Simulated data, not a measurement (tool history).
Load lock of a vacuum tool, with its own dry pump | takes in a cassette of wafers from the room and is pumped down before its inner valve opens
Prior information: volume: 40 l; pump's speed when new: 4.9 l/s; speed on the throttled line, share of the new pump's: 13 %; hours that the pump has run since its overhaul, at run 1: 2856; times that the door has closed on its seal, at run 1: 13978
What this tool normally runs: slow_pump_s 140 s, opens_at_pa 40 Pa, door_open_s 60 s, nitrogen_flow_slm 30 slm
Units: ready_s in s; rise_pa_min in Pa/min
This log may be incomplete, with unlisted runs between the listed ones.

run    hour  slow_pump_s  opens_at_pa  door_open_s  nitrogen_flow_slm  hours that the pump has run since its overhaul  times that the door has closed on its seal  incoming humidity of the room's air, %  ready_s  rise_pa_min
  1       0          140           40           60                 30                                            2856                                       13978                                      47    185.9        0.081
  2     106          105           40           60                 30                                            2962                                       14453                                    45.3    155.4        0.082
  3   272.7          105           40           60                 17                                            3129                                       15200                                    42.3    155.5        0.087
  4   390.3          140           40           60                  8                                            3247                                       15727                                    46.6    185.8        0.096
  5   533.5          140           40           60                  8                                            3390                                       16369                                    46.4    186.1        0.101
  6   730.3           81           40           60                  8                                            3587                                       17250                                    44.4    134.9        0.108
  7   914.2          140           40           60                 33                                            3771                                       18074                                    45.4    185.3        0.091
  8   996.2          140           40           60                 30                                            3853                                       18441                                    45.5      187        0.094
  9  1091.2          140           40           60                 30                                            3948                                       18867                                    41.5    187.1        0.096
 10  1280.7          140           40           60                 30                                            4137                                       19716                                    42.6    186.2        0.098
 11  1433.7          247           46           60                 23                                            4290                                       20402                                      48    277.3        0.103
 12  1596.8          140           40          119                 11                                            4453                                       21132                                      47    187.2        0.161
 13  1770.7          140           28          119                 11                                            4627                                       21912                                    46.6      190        0.158
 14  1853.8          169           40           60                 30                                            4710                                       22284                                      43    211.3        0.109
 15  2046.4          169           40           60                 30                                            4903                                       23147                                      44    210.9        0.119
 16  2183.8          169           40           60                 30                                            5040                                       23762                                    47.3    213.5        0.118
 17    2364          140           40          155                 30                                            5220                                       24570                                    44.9    186.7        0.162
 18  2451.9          183           40           60                 30                                            5308                                       24964                                    45.5    223.5        0.128
 19  2615.7          163           35          218                 12                                            5472                                       25698                                    47.9      208        0.232

Alternative continuations, all from the tool just after run 19; predict every row:
  A  2714.5           79           47           60                  9                                            5571                                       26140                                      45        ?            ?
  B  2714.5           96           33          218                  8                                            5571                                       26140                                    43.8        ?            ?
  C  2714.5          140           40           60                 28                                            5571                                       26140                                    47.6        ?            ?
  D  2714.5          172           40           60                 30                                            5571                                       26140                                    44.8        ?            ?
  E  2714.5          177           35          218                 28                                            5571                                       26140                                    46.9        ?            ?

run  ready_s  rise_pa_min
  A    133.5        0.144
  B    150.5        0.234
  C    187.8        0.131
  D    214.9        0.133
  E    221.4        0.201
What these runs would have given with no unlogged condition in the tool:
run  ready_s  rise_pa_min
  A    130.9        0.049
  B    147.9        0.138
  C    185.5        0.036
  D    212.8        0.037
  E    219.3        0.103

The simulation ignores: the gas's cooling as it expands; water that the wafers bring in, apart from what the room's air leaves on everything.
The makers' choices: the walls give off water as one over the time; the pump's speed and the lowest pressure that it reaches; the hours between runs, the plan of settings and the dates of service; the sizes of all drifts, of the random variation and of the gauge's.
